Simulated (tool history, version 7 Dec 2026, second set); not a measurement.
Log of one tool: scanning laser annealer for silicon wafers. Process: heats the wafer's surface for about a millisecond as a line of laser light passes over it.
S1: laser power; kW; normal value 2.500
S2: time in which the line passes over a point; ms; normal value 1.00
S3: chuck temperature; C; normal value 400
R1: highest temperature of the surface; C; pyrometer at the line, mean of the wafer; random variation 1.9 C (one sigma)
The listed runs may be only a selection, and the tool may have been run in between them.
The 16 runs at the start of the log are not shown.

run   hour     S1    S2   S3    R1
 17  300.2  2.500  1.00  400  1157
 18  318.9  2.500  1.00  400  1160
 19  343.7  2.618  1.04  376  1196
 20  366.3  2.618  1.08  410  1249
     371.1  -- laser's power meter calibrated
 21  389.3  2.285  0.80  398  1003
 22  417.5  2.500  0.79  400  1073
 23  442.8  2.500  0.79  400  1076
     452.6  -- laser's power meter calibrated, once more
 24  463.2  2.500  0.79  400  1066
 25  476.5  2.500  0.75  434  1082

What will run 26 give?
 26  496.8  2.671  1.00  400   ?

Run 26 yielded R1 1217 C.
Minus the tool's unlogged condition, the same run would have read R1 1246 C.
